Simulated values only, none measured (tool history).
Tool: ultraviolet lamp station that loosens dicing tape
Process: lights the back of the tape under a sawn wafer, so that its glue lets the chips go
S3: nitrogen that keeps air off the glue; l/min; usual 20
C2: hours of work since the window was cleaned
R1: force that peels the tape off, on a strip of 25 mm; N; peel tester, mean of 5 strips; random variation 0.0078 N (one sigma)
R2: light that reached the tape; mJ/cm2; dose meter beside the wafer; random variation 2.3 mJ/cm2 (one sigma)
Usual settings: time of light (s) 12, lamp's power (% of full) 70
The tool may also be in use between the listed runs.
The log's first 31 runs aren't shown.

{"run": 32, "hour": 939.3, "time of light (s)": 12, "lamp's power (% of full)": 60, "S3": 20, "hours of work of the lamp": 175, "C2": 98, "R1": 0.472, "R2": 182}
{"run": 33, "hour": 969.1, "time of light (s)": 12, "lamp's power (% of full)": 72, "S3": 20, "hours of work of the lamp": 196, "C2": 119, "R1": 0.349, "R2": 219}
{"run": 34, "hour": 1005.7, "time of light (s)": 8, "lamp's power (% of full)": 70, "S3": 28, "hours of work of the lamp": 221, "C2": 144, "R1": 0.668, "R2": 139}
{"run": 35, "hour": 1024.2, "time of light (s)": 17, "lamp's power (% of full)": 70, "S3": 17, "hours of work of the lamp": 234, "C2": 157, "R1": 0.207, "R2": 294}
{"run": 36, "hour": 1048.3, "time of light (s)": 12, "lamp's power (% of full)": 70, "S3": 39, "hours of work of the lamp": 251, "C2": 174, "R1": 0.238, "R2": 206}
{"run": 37, "hour": 1085.6, "time of light (s)": 12, "lamp's power (% of full)": 70, "S3": 39, "hours of work of the lamp": 277, "C2": 200, "R1": 0.247, "R2": 203}
{"run": 38, "hour": 1106.3, "time of light (s)": 11, "lamp's power (% of full)": 70, "S3": 17, "hours of work of the lamp": 292, "C2": 215, "R1": 0.538, "R2": 183}
{"run": 39, "hour": 1136.8, "time of light (s)": 11, "lamp's power (% of full)": 70, "S3": 17, "hours of work of the lamp": 313, "C2": 236, "R1": 0.569, "R2": 184}
{"run": 40, "hour": 1162.0, "time of light (s)": 9, "lamp's power (% of full)": 62, "S3": 13, "hours of work of the lamp": 330, "C2": 254, "R1": 1.111, "R2": 133}
{"run": 41, "hour": 1184.9, "time of light (s)": 9, "lamp's power (% of full)": 62, "S3": 13, "hours of work of the lamp": 346, "C2": 270, "R1": 1.084, "R2": 132}
{"run": 42, "hour": 1226.0, "time of light (s)": 9, "lamp's power (% of full)": 89, "S3": 35, "hours of work of the lamp": 375, "C2": 298, "R1": 0.328, "R2": 182}
{"run": 43, "hour": 1263.0, "time of light (s)": 12, "lamp's power (% of full)": 61, "S3": 26, "hours of work of the lamp": 401, "C2": 324, "R1": 0.523, "R2": 165}
{"run": 44, "hour": 1283.8, "time of light (s)": 12, "lamp's power (% of full)": 100, "S3": 22, "hours of work of the lamp": 416, "C2": 339, "R1": 0.193, "R2": 267}

Forecast each of these 3 alternatives for the next run:
{"run": "A", "hour": 1302.1, "time of light (s)": 12, "lamp's power (% of full)": 70, "S3": 9, "hours of work of the lamp": 428, "C2": 352, "R1": "?", "R2": "?"}
{"run": "B", "hour": 1302.1, "time of light (s)": 22, "lamp's power (% of full)": 100, "S3": 11, "hours of work of the lamp": 428, "C2": 352, "R1": "?", "R2": "?"}
{"run": "C", "hour": 1302.1, "time of light (s)": 12, "lamp's power (% of full)": 81, "S3": 20, "hours of work of the lamp": 428, "C2": 352, "R1": "?", "R2": "?"}

run=A R1=0.803 R2=185
run=B R1=0.113 R2=486
run=C R1=0.356 R2=215
Without the tool's hidden state the same runs would have given:
run=A R1=0.549 R2=235
run=B R1=0.079 R2=619
run=C R1=0.207 R2=273
